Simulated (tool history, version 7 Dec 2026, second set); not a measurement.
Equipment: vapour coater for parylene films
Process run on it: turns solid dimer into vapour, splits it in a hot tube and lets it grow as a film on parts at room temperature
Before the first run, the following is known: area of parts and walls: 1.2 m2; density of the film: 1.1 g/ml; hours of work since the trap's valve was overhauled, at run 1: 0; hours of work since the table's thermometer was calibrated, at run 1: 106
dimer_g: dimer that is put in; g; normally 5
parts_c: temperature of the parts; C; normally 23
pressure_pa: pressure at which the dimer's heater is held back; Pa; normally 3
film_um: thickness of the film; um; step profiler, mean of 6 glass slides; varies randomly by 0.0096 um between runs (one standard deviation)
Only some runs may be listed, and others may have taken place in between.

run,day,dimer_g,parts_c,pressure_pa,hours of work since the trap's valve was overhauled,hours of work since the table's thermometer was calibrated,film_um
1,0,5,23,3,0,106,1.928
2,0.971,5,23,3,19,125,1.95
3,1.412,4,23,3,28,134,1.528
4,2.304,5,23,10.39,46,152,1.441
5,2.892,5,23,10.39,58,164,1.428
6,3.875,5,23,11.11,78,184,1.41
7,4.592,5,23,3,92,198,1.866
8,5.458,8,23,2.15,110,216,3.231
9,6.292,8,20,8.52,126,232,2.631
10,7.254,8,20,8.52,146,252,2.598
11,8.158,8,20,8.52,164,270,2.601
12,9.029,8,20,8.52,181,287,2.594
13,9.638,8,20,8.52,193,299,2.592
14,10.4,8,20,8.52,209,315,2.574

Predict each of these 4 candidate next runs independently; none follows another, all start after run 14:
A,11.475,5,17,3.67,230,336,?
B,11.475,7,20,8.52,230,336,?
C,11.475,8,34,8.11,230,336,?
D,11.475,5,19,3,230,336,?

run,film_um
A,2.149
B,2.224
C,1.535
D,2.069
With the hidden condition removed and each run's random variation left untouched, the same runs would have given:
run,film_um
A,2.318
B,2.4
C,1.655
D,2.232
